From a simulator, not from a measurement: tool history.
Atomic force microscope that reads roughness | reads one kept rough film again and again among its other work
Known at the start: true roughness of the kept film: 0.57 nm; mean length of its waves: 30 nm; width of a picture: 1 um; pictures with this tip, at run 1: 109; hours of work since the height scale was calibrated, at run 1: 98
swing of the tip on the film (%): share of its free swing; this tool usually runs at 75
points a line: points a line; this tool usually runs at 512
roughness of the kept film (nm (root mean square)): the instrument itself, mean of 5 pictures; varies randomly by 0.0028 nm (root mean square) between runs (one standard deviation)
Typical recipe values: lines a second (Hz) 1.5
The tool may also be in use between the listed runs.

run,day,lines a second (Hz),swing of the tip on the film (%),points a line,pictures with this tip,hours of work since the height scale was calibrated,roughness of the kept film (nm (root mean square))
1,0,1.5,75,512,109,98,0.495
2,1.571,1.5,75,512,161,115,0.486
# day 2.042: new tip fitted
3,3.033,1.5,75,512,32,130,0.501
4,3.717,1.5,75,512,55,137,0.5
5,4.717,1.5,75,512,88,148,0.496
6,5.712,1.5,75,512,121,158,0.498
7,6.446,1.5,75,379,145,166,0.492
# day 7.333: new tip fitted
8,8.046,1.5,77,512,23,182,0.498
# day 8.2: height scale calibrated on a step standard
9,9.179,1.5,77,512,59,10,0.496
10,10.425,0.66,58,265,101,23,0.532
11,11.696,2.55,85,293,143,37,0.417
# day 12.646: new tip fitted
12,12.646,2.55,85,293,0,46,0.43
13,14.208,0.69,70,330,52,63,0.531
# day 15.15: height scale calibrated on a step standard, once more
14,15.746,3.1,70,330,102,6,0.464
15,16.438,3.1,70,330,124,14,0.468
16,17.783,3.1,70,330,169,28,0.457
# day 17.917: new tip fitted
17,19.321,3.69,63,626,46,44,0.491
18,20.796,0.78,57,512,95,59,0.532

Each run again, without the hidden state but with its own random variation kept:
Hidden state at play: radius of the tip, nm; height scale over the true one, %; drift of the gauge itself on roughness_nm, %.
run,roughness of the kept film (nm (root mean square))
1,0.507
2,0.503
3,0.507
4,0.508
5,0.507
6,0.513
7,0.509
8,0.502
9,0.505
10,0.546
11,0.432
12,0.432
13,0.539
14,0.475
15,0.481
16,0.474
17,0.497
18,0.544
